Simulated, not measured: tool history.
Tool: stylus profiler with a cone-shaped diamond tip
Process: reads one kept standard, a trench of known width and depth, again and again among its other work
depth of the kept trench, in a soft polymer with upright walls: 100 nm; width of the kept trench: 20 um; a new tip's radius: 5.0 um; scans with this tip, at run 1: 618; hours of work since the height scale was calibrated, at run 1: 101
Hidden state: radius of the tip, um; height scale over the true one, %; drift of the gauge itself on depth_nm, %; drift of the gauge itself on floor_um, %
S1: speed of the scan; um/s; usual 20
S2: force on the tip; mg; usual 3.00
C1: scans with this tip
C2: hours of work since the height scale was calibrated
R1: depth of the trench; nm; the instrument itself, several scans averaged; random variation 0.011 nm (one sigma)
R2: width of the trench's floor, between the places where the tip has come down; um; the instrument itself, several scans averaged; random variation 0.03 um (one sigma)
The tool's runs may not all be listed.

{"run": 1, "day": 0.0, "S1": 20, "S2": 3.0, "C1": 618, "C2": 101, "R1": 101.6, "R2": 17.91}
{"run": 2, "day": 0.779, "S1": 20, "S2": 3.0, "C1": 692, "C2": 113, "R1": 101.63, "R2": 17.92}
{"run": 3, "day": 1.733, "S1": 20, "S2": 3.0, "C1": 782, "C2": 127, "R1": 101.61, "R2": 17.91}
{"run": 4, "day": 2.754, "S1": 20, "S2": 3.0, "C1": 879, "C2": 143, "R1": 101.63, "R2": 17.92}
{"run": 5, "day": 3.571, "S1": 7, "S2": 3.0, "C1": 957, "C2": 156, "R1": 101.61, "R2": 17.89}
{"run": 6, "day": 4.717, "S1": 20, "S2": 3.0, "C1": 1065, "C2": 173, "R1": 101.59, "R2": 17.97}
{"run": 7, "day": 5.642, "S1": 20, "S2": 3.0, "C1": 1153, "C2": 188, "R1": 101.6, "R2": 17.88}
{"run": 8, "day": 6.921, "S1": 20, "S2": 3.0, "C1": 1275, "C2": 207, "R1": 101.59, "R2": 17.95}
{"run": 9, "day": 8.371, "S1": 21, "S2": 3.0, "C1": 1413, "C2": 230, "R1": 101.58, "R2": 17.86}
{"run": 10, "day": 9.688, "S1": 20, "S2": 3.75, "C1": 1538, "C2": 250, "R1": 101.86, "R2": 17.9}
{"run": 11, "day": 10.275, "S1": 20, "S2": 3.75, "C1": 1593, "C2": 259, "R1": 101.83, "R2": 17.85}
{"run": 12, "day": 11.6, "S1": 20, "S2": 6.47, "C1": 1719, "C2": 280, "R1": 102.66, "R2": 17.93}
{"run": 13, "day": 12.733, "S1": 5, "S2": 3.0, "C1": 1827, "C2": 297, "R1": 101.58, "R2": 17.96}
{"run": 14, "day": 13.388, "S1": 5, "S2": 3.0, "C1": 1889, "C2": 307, "R1": 101.59, "R2": 17.98}
{"run": 15, "day": 14.35, "S1": 5, "S2": 3.0, "C1": 1980, "C2": 322, "R1": 101.58, "R2": 17.91}
{"run": 16, "day": 15.229, "S1": 5, "S2": 3.0, "C1": 2064, "C2": 336, "R1": 101.56, "R2": 17.91}
{"run": 17, "day": 16.108, "S1": 5, "S2": 7.34, "C1": 2147, "C2": 349, "R1": 102.88, "R2": 17.93}
{"run": 18, "day": 17.442, "S1": 5, "S2": 7.34, "C1": 2274, "C2": 370, "R1": 102.89, "R2": 17.93}
{"run": 19, "day": 18.496, "S1": 14, "S2": 4.27, "C1": 2374, "C2": 386, "R1": 101.98, "R2": 17.85}
{"run": 20, "day": 19.321, "S1": 12, "S2": 5.92, "C1": 2452, "C2": 399, "R1": 102.47, "R2": 17.92}
{"run": 21, "day": 20.529, "S1": 46, "S2": 5.92, "C1": 2567, "C2": 418, "R1": 102.49, "R2": 17.77}
{"run": 22, "day": 21.496, "S1": 17, "S2": 5.51, "C1": 2659, "C2": 433, "R1": 102.35, "R2": 17.91}
{"run": 23, "day": 22.15, "S1": 35, "S2": 1.79, "C1": 2721, "C2": 443, "R1": 101.07, "R2": 17.74}
{"run": 24, "day": 23.271, "S1": 35, "S2": 1.79, "C1": 2828, "C2": 460, "R1": 101.09, "R2": 17.65}
{"run": 25, "day": 24.012, "S1": 23, "S2": 3.47, "C1": 2898, "C2": 472, "R1": 101.72, "R2": 17.82}
{"run": 26, "day": 24.883, "S1": 8, "S2": 4.73, "C1": 2981, "C2": 485, "R1": 102.12, "R2": 17.91}
{"run": 27, "day": 25.817, "S1": 8, "S2": 4.73, "C1": 3069, "C2": 500, "R1": 102.13, "R2": 17.91}
{"run": 28, "day": 26.696, "S1": 7, "S2": 5.43, "C1": 3153, "C2": 513, "R1": 102.33, "R2": 17.87}
{"run": 29, "day": 27.912, "S1": 10, "S2": 2.14, "C1": 3268, "C2": 532, "R1": 101.21, "R2": 17.86}
{"run": 30, "day": 29.371, "S1": 23, "S2": 3.15, "C1": 3407, "C2": 554, "R1": 101.58, "R2": 17.81}
{"run": 31, "day": 30.108, "S1": 46, "S2": 1.28, "C1": 3477, "C2": 566, "R1": 100.84, "R2": 17.58}

The same runs without the tool's hidden state, with the same run-to-run variation:
run=1 R1=101.59 R2=17.90
run=2 R1=101.62 R2=17.92
run=3 R1=101.60 R2=17.91
run=4 R1=101.62 R2=17.93
run=5 R1=101.60 R2=17.89
run=6 R1=101.58 R2=17.98
run=7 R1=101.60 R2=17.90
run=8 R1=101.60 R2=17.97
run=9 R1=101.59 R2=17.88
run=10 R1=101.87 R2=17.93
run=11 R1=101.84 R2=17.88
run=12 R1=102.68 R2=17.96
run=13 R1=101.61 R2=17.99
run=14 R1=101.61 R2=18.01
run=15 R1=101.60 R2=17.95
run=16 R1=101.59 R2=17.95
run=17 R1=102.92 R2=17.97
run=18 R1=102.92 R2=17.98
run=19 R1=102.02 R2=17.90
run=20 R1=102.51 R2=17.97
run=21 R1=102.54 R2=17.83
run=22 R1=102.40 R2=17.97
run=23 R1=101.12 R2=17.81
run=24 R1=101.14 R2=17.72
run=25 R1=101.77 R2=17.88
run=26 R1=102.18 R2=17.98
run=27 R1=102.18 R2=17.98
run=28 R1=102.39 R2=17.95
run=29 R1=101.28 R2=17.95
run=30 R1=101.65 R2=17.90
run=31 R1=100.91 R2=17.67

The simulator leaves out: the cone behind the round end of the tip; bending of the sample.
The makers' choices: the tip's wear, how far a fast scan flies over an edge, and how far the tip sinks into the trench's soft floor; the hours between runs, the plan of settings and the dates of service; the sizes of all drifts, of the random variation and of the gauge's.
